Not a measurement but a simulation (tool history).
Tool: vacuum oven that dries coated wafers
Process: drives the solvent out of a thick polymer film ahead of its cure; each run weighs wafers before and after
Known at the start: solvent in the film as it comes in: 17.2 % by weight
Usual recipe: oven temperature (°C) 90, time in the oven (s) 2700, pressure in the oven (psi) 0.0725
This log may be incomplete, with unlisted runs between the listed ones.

run    hour  oven temperature (°C)  time in the oven (s)  pressure in the oven (psi)  solvent left in the film (%)
  1     0.0                     90                  2700                      0.0725                          1.52
  2    50.4                     90                  2700                      0.0725                          1.57
  3   112.5                     90                  2700                      0.0725                          1.58
      162.6  -- oven's thermocouples calibrated
  4   183.0                     90                  2700                      0.0400                          1.55
  5   256.6                     90                  2700                      0.0400                          1.49
  6   319.5                     90                  2700                      0.0400                          1.61
  7   362.2                     90                  2700                      0.0400                          1.53
  8   407.8                     90                  2700                      0.0725                          1.63
  9   453.5                     90                  2700                      0.0725                          1.59
 10   535.4                     90                  2700                      0.0725                          1.58
 11   597.7                     90                  2700                      0.0725                          1.48
 12   665.3                     85                  2700                      0.0725                          2.59
 13   728.4                     85                  2700                      0.0725                          2.52
      740.9  -- vacuum gauge cleaned of residue and calibrated
 14   787.8                     85                  2700                      0.0725                          2.46
 15   852.0                     85                  2700                      0.0725                          2.41
 16   907.0                     90                  1680                      0.0725                          3.50
 17  1005.5                     90                  1680                      0.0725                          3.37
 18  1066.0                     90                  1680                      0.0725                          3.52
 19  1157.8                     90                  2700                      0.0725                          1.59
 20  1247.3                     90                  2700                      0.2735                          2.10
 21  1295.3                     90                  2700                      0.2735                          2.17
 22  1381.6                     90                  2700                      0.0725                          1.62
 23  1465.6                     90                  2700                      0.0725                          1.48
 24  1547.4                     90                  2700                      0.0725                          1.59
 25  1591.3                     90                  2700                      0.0725                          1.61
 26  1643.7                     90                  2700                      0.0725                          1.58
 27  1696.9                     90                  2700                      0.0725                          1.60
 28  1763.7                     90                  2220                      0.0725                          2.27
 29  1849.7                     81                  3900                      0.1192                          1.96
 30  1912.9                     77                  2880                      0.0795                          4.04
 31  1978.4                     87                  1320                      0.0629                          5.38
 32  2073.7                     90                  4020                      0.0716                          0.55
 33  2115.8                     90                  4020                      0.0716                          0.71
     2161.4  -- oven's thermocouples calibrated
 34  2208.7                     90                  2700                      0.0551                          1.57
 35  2307.0                    101                  2700                      0.0490                          0.40
     2335.7  -- vacuum gauge cleaned of residue and calibrated
 36  2392.4                    101                  2100                      0.0725                          0.88
 37  2433.9                    101                  1320                      0.0387                          2.22
 38  2479.3                    100                  1320                      0.0393                          2.43
 39  2574.7                     89                  1320                      0.0393                          4.87
 40  2660.1                     96                  2760                      0.1651                          0.92
 41  2708.9                     96                  2760                      0.1651                          0.97
 42  2789.4                     90                  1380                      0.0994                          4.56
 43  2836.3                     90                  1380                      0.0994                          4.32
 44  2896.3                     85                  2280                      0.0725                          3.28
 45  2967.6                     85                  2400                      0.0725                          2.96
 46  3020.0                     85                  2400                      0.0725                          3.02
 47  3085.5                     90                  3060                      0.1845                          1.49

Forecast each of these 3 alternatives for the next run:
  A  3164.7                     90                  2700                      0.1108                             ?
  B  3164.7                     99                  2220                      0.0725                             ?
  C  3164.7                     93                  3060                      0.0497                             ?

run  solvent left in the film (%)
  A                          1.74
  B                          0.96
  C                          0.80
With no hidden state in the tool, these same runs would have given:
run  solvent left in the film (%)
  A                          1.75
  B                          0.97
  C                          0.80

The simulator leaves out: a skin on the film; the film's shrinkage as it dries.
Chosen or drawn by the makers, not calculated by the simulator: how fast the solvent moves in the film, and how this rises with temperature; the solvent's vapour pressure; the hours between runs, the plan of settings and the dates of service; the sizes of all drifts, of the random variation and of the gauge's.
